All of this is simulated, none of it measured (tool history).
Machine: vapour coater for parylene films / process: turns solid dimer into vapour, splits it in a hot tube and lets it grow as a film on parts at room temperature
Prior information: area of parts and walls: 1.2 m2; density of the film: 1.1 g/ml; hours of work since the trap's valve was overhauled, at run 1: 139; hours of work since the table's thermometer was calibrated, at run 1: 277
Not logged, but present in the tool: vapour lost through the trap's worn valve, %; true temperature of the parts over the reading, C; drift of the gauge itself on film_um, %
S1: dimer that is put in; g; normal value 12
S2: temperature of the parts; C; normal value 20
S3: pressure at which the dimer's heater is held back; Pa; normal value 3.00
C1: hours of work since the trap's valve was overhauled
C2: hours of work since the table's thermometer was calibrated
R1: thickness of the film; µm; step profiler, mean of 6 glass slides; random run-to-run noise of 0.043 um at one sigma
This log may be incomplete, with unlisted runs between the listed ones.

Run 1, day 0.000: usual settings; C1 139; C2 277. Result: R1 4.83 µm.
Run 2, day 0.679: usual settings but S2 28 C; C1 148; C2 286. Result: R1 3.81 µm.
Run 3, day 1.329: usual settings but S2 24 C; C1 156; C2 294. Result: R1 4.29 µm.
Run 4, day 1.850: usual settings but S2 24 C; C1 163; C2 301. Result: R1 4.30 µm.
Run 5, day 2.629: usual settings but S2 24 C; C1 173; C2 311. Result: R1 4.26 µm.
Run 6, day 3.271: usual settings; C1 181; C2 319. Result: R1 4.77 µm.
Run 7, day 3.979: usual settings but S2 24 C; C1 190; C2 328. Result: R1 4.25 µm.
Run 8, day 4.450: usual settings but S2 24 C; C1 196; C2 334. Result: R1 4.24 µm.
Run 9, day 5.050: usual settings but S2 24 C; C1 203; C2 341. Result: R1 4.24 µm.
Run 10, day 5.404: usual settings but S2 24 C; C1 208; C2 346. Result: R1 4.27 µm.
At day 5.517: table's thermometer calibrated.
Run 11, day 6.175: usual settings but S2 24 C; C1 217; C2 8. Result: R1 4.17 µm.
Run 12, day 6.796: usual settings but S2 24 C; C1 225; C2 16. Result: R1 4.21 µm.
Run 13, day 7.588: usual settings but S2 24 C; C1 235; C2 26. Result: R1 4.19 µm.
Run 14, day 8.042: usual settings but S2 31 C, S3 3.07 Pa; C1 241; C2 32. Result: R1 3.41 µm.
At day 8.729: table's thermometer calibrated, once more.
Run 15, day 8.838: usual settings but S2 14 C, S3 3.07 Pa; C1 250; C2 1. Result: R1 5.69 µm.
Run 16, day 9.479: usual settings but S2 14 C, S3 2.95 Pa; C1 258; C2 9. Result: R1 5.76 µm.
Run 17, day 9.917: usual settings but S2 14 C, S3 2.95 Pa; C1 264; C2 15. Result: R1 5.73 µm.
Run 18, day 10.646: usual settings but S1 5 g, S2 18 C, S3 2.95 Pa; C1 273; C2 24. Result: R1 2.13 µm.
Run 19, day 11.162: usual settings but S2 13 C; C1 279; C2 31. Result: R1 5.83 µm.
Run 20, day 11.588: usual settings but S1 9 g, S2 13 C; C1 285; C2 36. Result: R1 4.40 µm.
Run 21, day 12.292: usual settings but S1 7 g, S2 12 C, S3 4.10 Pa; C1 294; C2 45. Result: R1 3.24 µm.

Below, some changes in R1 between adjacent runs. For each, the amount present without the hidden state too (settings, incoming material, random variation) and the amount remaining for the hidden state with gauge scatter not shared by both compared results:
Run 17 -> 18: S1 12 -> 5, S2 14 -> 18. R1 -3.60 µm: hidden state +0.09, all else -3.69.
Run 18 -> 19: S1 5 -> 12, S2 18 -> 13, S3 2.95 -> 3.00. R1 +3.70 µm: hidden state -0.11, all else +3.81.
